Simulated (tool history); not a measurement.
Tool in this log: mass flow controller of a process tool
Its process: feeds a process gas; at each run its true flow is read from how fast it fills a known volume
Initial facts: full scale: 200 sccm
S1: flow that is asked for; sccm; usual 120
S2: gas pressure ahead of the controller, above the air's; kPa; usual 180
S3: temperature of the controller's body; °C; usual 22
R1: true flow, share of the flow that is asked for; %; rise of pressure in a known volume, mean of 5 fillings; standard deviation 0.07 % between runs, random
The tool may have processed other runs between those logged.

run,day,S1,S2,S3,R1
1,0,120,180,22,100.48
2,6.308,73,180,22,100.37
3,10.233,120,208,22,100.68
4,13.692,120,208,22,100.74
5,18.542,120,208,22,100.89
6,22.221,120,208,22,100.88
7,28.633,120,208,22,100.99
8,31.954,120,208,22,101.08
9,35.567,120,208,22,100.93
10,40.538,120,208,22,101.07
11,45.938,120,208,22,101.1
12,51.571,120,180,31,101.11
13,55.842,120,180,31,101.18
14,61.488,120,180,22,100.95
15,67.896,120,180,22,101.15
# day 68.492: controller's zero set anew
16,74.142,120,180,22,101.25
17,80.979,120,180,22,101.38
18,87.979,120,180,22,101.3
# day 94.071: controller's zero set anew, once more
19,94.942,120,166,32,100.61

The next listed run, before its measurement:
20,101.804,120,141,22,?

{"run 20": {"R1": 100.22}}
With the hidden condition absent and the run-to-run variation left alone, this run would have shown R1 98.58 %.
